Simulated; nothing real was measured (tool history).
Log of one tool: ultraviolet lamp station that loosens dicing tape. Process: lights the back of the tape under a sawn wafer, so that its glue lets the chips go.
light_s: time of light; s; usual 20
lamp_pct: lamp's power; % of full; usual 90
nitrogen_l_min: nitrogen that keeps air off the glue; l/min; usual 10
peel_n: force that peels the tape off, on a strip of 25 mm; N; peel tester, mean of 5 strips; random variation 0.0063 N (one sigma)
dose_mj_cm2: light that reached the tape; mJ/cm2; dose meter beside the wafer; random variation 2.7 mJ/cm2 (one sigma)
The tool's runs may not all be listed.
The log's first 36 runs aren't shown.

run	hour	light_s	lamp_pct	nitrogen_l_min	peel_n	dose_mj_cm2
37	505.4	15	81	4	1.759	159
# hour 510.8: window cleaned of glue's vapour, once more
38	515.8	35	81	19	0.077	433
39	533.9	22	91	4	0.679	304
40	550.8	22	91	4	0.677	303
41	572	22	83	6	0.576	278
# hour 582.3: lamp changed
42	590.5	22	69	6	0.508	298
43	602.5	19	94	4	0.507	351
44	618.9	15	92	4	0.89	267

Forecast each of these 3 alternatives for the next run:
A	640.9	25	90	17	?	?
B	640.9	15	67	4	?	?
C	640.9	20	90	12	?	?

run	peel_n	dose_mj_cm2
A	0.086	433
B	1.466	194
C	0.173	344
Without the tool's hidden state the same runs would have given:
run	peel_n	dose_mj_cm2
A	0.081	451
B	1.389	202
C	0.156	358

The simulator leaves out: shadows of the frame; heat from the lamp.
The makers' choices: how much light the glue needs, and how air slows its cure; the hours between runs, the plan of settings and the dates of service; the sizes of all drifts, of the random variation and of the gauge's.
